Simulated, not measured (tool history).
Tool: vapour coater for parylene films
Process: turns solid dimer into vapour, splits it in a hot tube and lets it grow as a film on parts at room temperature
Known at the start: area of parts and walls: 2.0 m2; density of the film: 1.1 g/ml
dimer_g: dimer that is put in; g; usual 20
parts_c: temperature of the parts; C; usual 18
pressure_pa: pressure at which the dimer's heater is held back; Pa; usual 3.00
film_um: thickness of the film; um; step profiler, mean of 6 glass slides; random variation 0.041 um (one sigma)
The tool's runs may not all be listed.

| run | hour | dimer_g | parts_c | pressure_pa | film_um |
|---|---|---|---|---|---|
| 1 | 0.0 | 20 | 18 | 3.00 | 4.71 |
| 2 | 16.1 | 25 | 18 | 3.00 | 5.78 |
| 3 | 43.9 | 26 | 18 | 3.00 | 6.05 |
| 4 | 81.1 | 20 | 18 | 3.00 | 4.63 |
| 5 | 111.3 | 14 | 18 | 3.00 | 3.17 |
| 6 | 144.8 | 14 | 18 | 3.00 | 3.14 |
| 7 | 180.4 | 20 | 18 | 6.43 | 3.80 |
| 8 | 195.8 | 20 | 29 | 3.00 | 3.43 |
| 9 | 211.9 | 20 | 11 | 3.00 | 5.27 |
| 10 | 233.5 | 20 | 11 | 3.00 | 5.30 |
| 11 | 253.7 | 20 | 11 | 3.00 | 5.28 |
| 12 | 278.5 | 20 | 11 | 3.00 | 5.24 |

The next listed run, before its measurement:
| 13 | 299.7 | 20 | 11 | 3.00 | ? |

Run 13 gave film_um 5.23 um.
Without the tool's hidden state the same run would have given film_um 5.70 um.

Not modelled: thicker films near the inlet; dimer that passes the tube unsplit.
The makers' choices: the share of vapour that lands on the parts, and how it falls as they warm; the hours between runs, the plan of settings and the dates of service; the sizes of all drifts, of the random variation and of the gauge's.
